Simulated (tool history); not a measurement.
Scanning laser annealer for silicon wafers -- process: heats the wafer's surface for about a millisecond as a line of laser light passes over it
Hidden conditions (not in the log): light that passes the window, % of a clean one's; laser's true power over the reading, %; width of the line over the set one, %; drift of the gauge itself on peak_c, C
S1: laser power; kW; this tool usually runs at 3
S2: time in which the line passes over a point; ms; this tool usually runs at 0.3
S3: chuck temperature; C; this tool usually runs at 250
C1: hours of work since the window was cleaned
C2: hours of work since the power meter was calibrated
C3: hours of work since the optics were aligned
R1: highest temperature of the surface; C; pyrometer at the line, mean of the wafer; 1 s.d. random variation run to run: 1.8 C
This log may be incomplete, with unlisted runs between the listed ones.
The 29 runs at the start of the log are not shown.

| run | hour | S1 | S2 | S3 | C1 | C2 | C3 | R1 |
|---|---|---|---|---|---|---|---|---|
| 30 | 2079.4 | 2.931 | 0.22 | 250 | 455 | 1247 | 183 | 855 |
| 31 | 2124 | 2.693 | 0.231 | 240 | 477 | 1269 | 205 | 796 |
| 32 | 2172.9 | 2.93 | 0.225 | 222 | 501 | 1293 | 229 | 832 |
| 33 | 2213.9 | 2.93 | 0.225 | 222 | 521 | 1313 | 249 | 832 |
| 34 | 2254.9 | 2.93 | 0.225 | 222 | 541 | 1333 | 269 | 830 |
| 35 | 2328.2 | 2.957 | 0.3 | 271 | 577 | 1369 | 305 | 983 |
| 36 | 2419 | 2.957 | 0.3 | 271 | 621 | 1413 | 349 | 981 |
| 37 | 2511.3 | 2.964 | 0.3 | 214 | 666 | 1458 | 394 | 923 |
| 38 | 2576.6 | 3 | 0.3 | 272 | 698 | 1490 | 426 | 990 |
| 39 | 2652.2 | 2.812 | 0.316 | 253 | 735 | 1527 | 463 | 934 |
| 40 | 2742 | 2.962 | 0.249 | 253 | 779 | 1571 | 507 | 891 |

Predict each of these 3 candidate next runs independently; none follows another, all start after run 40:
| A | 2800.5 | 2.962 | 0.3 | 212 | 807 | 1599 | 535 | ? |
| B | 2800.5 | 2.89 | 0.286 | 256 | 807 | 1599 | 535 | ? |
| C | 2800.5 | 2.846 | 0.371 | 246 | 807 | 1599 | 535 | ? |

| run | R1 |
|---|---|
| A | 914 |
| B | 920 |
| C | 992 |
What these runs would have given with no unlogged condition in the tool:
| run | R1 |
|---|---|
| A | 966 |
| B | 970 |
| C | 1048 |
